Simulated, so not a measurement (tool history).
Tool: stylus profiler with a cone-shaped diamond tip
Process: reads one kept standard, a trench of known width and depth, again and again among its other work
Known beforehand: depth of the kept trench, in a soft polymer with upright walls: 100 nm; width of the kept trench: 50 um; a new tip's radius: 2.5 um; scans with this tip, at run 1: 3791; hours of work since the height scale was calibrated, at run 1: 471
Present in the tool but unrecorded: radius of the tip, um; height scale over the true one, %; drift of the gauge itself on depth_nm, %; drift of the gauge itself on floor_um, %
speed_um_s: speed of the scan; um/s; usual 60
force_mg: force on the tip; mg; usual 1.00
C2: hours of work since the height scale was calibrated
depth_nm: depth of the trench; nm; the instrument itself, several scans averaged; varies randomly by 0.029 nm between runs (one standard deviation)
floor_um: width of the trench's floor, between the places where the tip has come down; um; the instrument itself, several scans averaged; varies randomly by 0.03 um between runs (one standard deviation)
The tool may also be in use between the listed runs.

{"run": 1, "hour": 0.0, "speed_um_s": 60, "force_mg": 1.0, "scans with this tip": 3791, "C2": 471, "depth_nm": 100.28, "floor_um": 48.11}
{"run": 2, "hour": 18.6, "speed_um_s": 60, "force_mg": 1.0, "scans with this tip": 3904, "C2": 485, "depth_nm": 100.28, "floor_um": 48.14}
{"run": 3, "hour": 32.2, "speed_um_s": 60, "force_mg": 0.9, "scans with this tip": 3987, "C2": 495, "depth_nm": 100.27, "floor_um": 48.1}
{"run": 4, "hour": 44.6, "speed_um_s": 60, "force_mg": 1.0, "scans with this tip": 4062, "C2": 505, "depth_nm": 100.3, "floor_um": 48.1}
{"hour": 46.1, "done": "height scale calibrated on a step standard"}
{"run": 5, "hour": 65.2, "speed_um_s": 94, "force_mg": 1.0, "scans with this tip": 4184, "C2": 14, "depth_nm": 100.26, "floor_um": 47.88}
{"run": 6, "hour": 73.6, "speed_um_s": 60, "force_mg": 1.0, "scans with this tip": 4235, "C2": 21, "depth_nm": 100.19, "floor_um": 48.13}
{"run": 7, "hour": 85.8, "speed_um_s": 60, "force_mg": 1.0, "scans with this tip": 4309, "C2": 30, "depth_nm": 100.23, "floor_um": 48.15}
{"run": 8, "hour": 102.2, "speed_um_s": 78, "force_mg": 2.37, "scans with this tip": 4408, "C2": 42, "depth_nm": 100.59, "floor_um": 48.16}
{"hour": 109.5, "done": "height scale calibrated on a step standard, once more"}
{"run": 9, "hour": 119.9, "speed_um_s": 78, "force_mg": 1.35, "scans with this tip": 4513, "C2": 8, "depth_nm": 100.52, "floor_um": 48.06}
{"run": 10, "hour": 130.5, "speed_um_s": 16, "force_mg": 2.8, "scans with this tip": 4577, "C2": 16, "depth_nm": 100.88, "floor_um": 48.39}
{"run": 11, "hour": 147.3, "speed_um_s": 91, "force_mg": 2.1, "scans with this tip": 4679, "C2": 29, "depth_nm": 100.74, "floor_um": 48.05}
{"run": 12, "hour": 166.7, "speed_um_s": 91, "force_mg": 2.1, "scans with this tip": 4797, "C2": 43, "depth_nm": 100.68, "floor_um": 48.03}
{"run": 13, "hour": 183.8, "speed_um_s": 53, "force_mg": 2.13, "scans with this tip": 4901, "C2": 56, "depth_nm": 100.67, "floor_um": 48.14}
{"run": 14, "hour": 202.8, "speed_um_s": 60, "force_mg": 2.82, "scans with this tip": 5016, "C2": 70, "depth_nm": 100.89, "floor_um": 48.26}

Describe how what the log doesn't record of the tool's condition differs between the last listed run preceding each entry between runs and the first listed run following it.
Run 4 -> run 5: height scale calibrated on a step standard (hour 46.1)
  radius of the tip, um: 3.15 -> 3.16; height scale over the true one, %: -0.163 -> -0.212
  measured value less the no-hidden-state value, depth_nm: -0.16 -> -0.21 nm; floor_um: -0.17 -> -0.18 um
Run 8 -> run 9: height scale calibrated on a step standard, once more (hour 109.5)
  radius of the tip, um: 3.2 -> 3.21; height scale over the true one, %: -0.221 -> -0.018
  measured value less the no-hidden-state value, depth_nm: -0.22 -> -0.02 nm; floor_um: -0.18 -> -0.19 um
